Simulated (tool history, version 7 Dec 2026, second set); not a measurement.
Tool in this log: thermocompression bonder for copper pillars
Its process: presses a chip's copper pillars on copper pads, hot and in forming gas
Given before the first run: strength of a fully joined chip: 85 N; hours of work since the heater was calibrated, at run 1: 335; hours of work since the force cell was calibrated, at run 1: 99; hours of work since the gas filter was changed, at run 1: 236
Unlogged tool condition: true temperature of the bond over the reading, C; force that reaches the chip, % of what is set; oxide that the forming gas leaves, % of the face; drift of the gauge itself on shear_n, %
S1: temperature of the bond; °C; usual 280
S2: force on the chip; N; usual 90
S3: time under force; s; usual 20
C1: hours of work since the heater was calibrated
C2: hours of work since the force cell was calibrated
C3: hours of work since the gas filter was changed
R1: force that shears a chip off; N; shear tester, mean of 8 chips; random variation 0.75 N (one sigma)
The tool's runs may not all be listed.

run,hour,S1,S2,S3,C1,C2,C3,R1
1,0.0,280,90,20,335,99,236,57.2
2,15.6,280,90,20,345,109,246,56.3
3,32.0,280,90,20,356,120,256,55.0
4,51.1,280,90,20,368,132,268,56.9
5,59.2,280,90,20,373,137,273,56.8
6,70.5,280,90,20,380,144,280,55.5
7,87.4,280,90,20,391,155,291,57.7
8,101.2,280,90,20,400,163,300,56.4
9,116.7,280,90,27,409,173,310,62.2
10,132.7,280,84,27,420,183,320,59.0
11,143.7,280,111,20,427,190,327,59.6
12,159.6,280,111,20,437,200,337,60.0
# hour 166.9: forming gas filter changed
13,177.5,280,111,20,448,211,7,62.0
14,191.5,280,111,13,456,220,16,53.9
15,201.8,280,111,13,463,227,22,52.2
16,216.5,280,111,13,472,236,31,54.2
17,234.7,280,90,12,484,248,43,47.9
18,244.5,280,90,12,490,254,49,47.4
19,260.6,280,90,12,500,264,59,48.1
20,272.0,280,90,12,507,271,67,48.0
21,282.0,255,100,12,514,278,73,40.4
22,296.1,286,126,49,523,287,82,75.6
23,314.7,293,90,44,534,298,94,71.5
24,326.9,293,90,44,542,306,101,71.2
25,340.6,290,90,16,551,315,110,54.5
26,354.3,290,90,16,560,323,119,55.9
27,366.8,290,90,16,567,331,127,55.4
28,378.6,294,54,53,575,339,134,64.9
29,388.4,277,66,20,581,345,140,48.2
30,397.8,306,55,25,587,351,146,58.1
31,415.6,291,90,20,598,362,157,59.5
32,431.3,250,90,22,608,372,167,45.6
33,450.5,280,117,24,620,384,180,66.0
34,467.2,280,100,11,631,395,190,48.2
35,476.7,280,119,13,637,401,196,55.7
36,494.3,280,76,13,648,412,207,44.7
37,510.2,265,68,20,658,422,217,44.5

Hidden condition of the tool, last listed run before each entry between runs versus first listed run after:
In the gap between runs 12 and 13: forming gas filter changed (hour 166.9)
  oxide that the forming gas leaves, % of the face: 0.71 -> 0.51

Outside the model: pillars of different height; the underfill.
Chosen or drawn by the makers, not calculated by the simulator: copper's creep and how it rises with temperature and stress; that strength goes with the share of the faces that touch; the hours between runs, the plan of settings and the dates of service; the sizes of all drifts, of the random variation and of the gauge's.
